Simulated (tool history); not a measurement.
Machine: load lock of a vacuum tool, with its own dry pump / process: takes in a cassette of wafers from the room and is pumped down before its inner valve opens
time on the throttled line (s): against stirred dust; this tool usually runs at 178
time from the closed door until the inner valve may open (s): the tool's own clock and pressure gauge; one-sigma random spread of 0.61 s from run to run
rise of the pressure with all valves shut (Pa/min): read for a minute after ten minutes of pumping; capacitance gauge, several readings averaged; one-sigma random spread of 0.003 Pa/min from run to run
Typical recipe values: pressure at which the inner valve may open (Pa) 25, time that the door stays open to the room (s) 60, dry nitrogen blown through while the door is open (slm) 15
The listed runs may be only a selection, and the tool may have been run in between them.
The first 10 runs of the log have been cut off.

run,day,time on the throttled line (s),pressure at which the inner valve may open (Pa),time that the door stays open to the room (s),dry nitrogen blown through while the door is open (slm),"incoming humidity of the room's air, %",time from the closed door until the inner valve may open (s),rise of the pressure with all valves shut (Pa/min)
11,103.225,178,25,60,15,46.2,258.4,0.442
12,110.967,178,25,60,8,43.9,259.3,0.459
13,125.196,178,25,60,8,45.6,259.7,0.508
14,133.446,178,25,60,8,48.2,258.2,0.514
15,147.358,178,25,60,8,45.6,259,0.543
16,163.371,178,25,60,15,44.3,261,0.57
17,174.721,178,25,60,15,42.7,261.1,0.581
18,183.221,178,25,60,15,41.9,260.1,0.593
19,195.679,178,25,60,15,48.3,260.8,0.624
20,208.388,178,25,60,15,42.4,260.4,0.652
21,222.2,161,21,51,10,44.5,248.7,0.684
22,232.571,161,21,51,10,43.2,248.6,0.698
# day 245.842: door's seal changed, seat wiped
23,245.921,161,21,51,10,44.5,248.2,0.015
24,257.475,225,28,51,20,42.6,300.7,0.021
25,270.654,109,25,60,15,43.5,201.9,0.027
26,283.367,90,25,60,10,45.4,185.7,0.042
27,295.458,196,25,156,21,43.7,278.1,0.048
28,304.45,196,30,47,21,46.7,275.8,0.04
29,320.162,233,19,47,5,44.6,313.6,0.063
30,328.95,233,19,47,5,48.2,314,0.067
31,335.992,233,30,177,5,43,307.9,0.096
32,343.8,97,23,80,5,45.1,194.2,0.092
33,356.975,229,19,29,23,46.6,311.4,0.073
34,370.779,350,43,29,4,46.4,404.7,0.095

What will run 35 give?
35,381.029,208,25,60,8,45.3,?,?

time from the closed door until the inner valve may open (s): 288.8
rise of the pressure with all valves shut (Pa/min): 0.108
Had the tool carried no hidden state, the very same run would have given time from the closed door until the inner valve may open (s) 276.2, rise of the pressure with all valves shut (Pa/min) 0.027.

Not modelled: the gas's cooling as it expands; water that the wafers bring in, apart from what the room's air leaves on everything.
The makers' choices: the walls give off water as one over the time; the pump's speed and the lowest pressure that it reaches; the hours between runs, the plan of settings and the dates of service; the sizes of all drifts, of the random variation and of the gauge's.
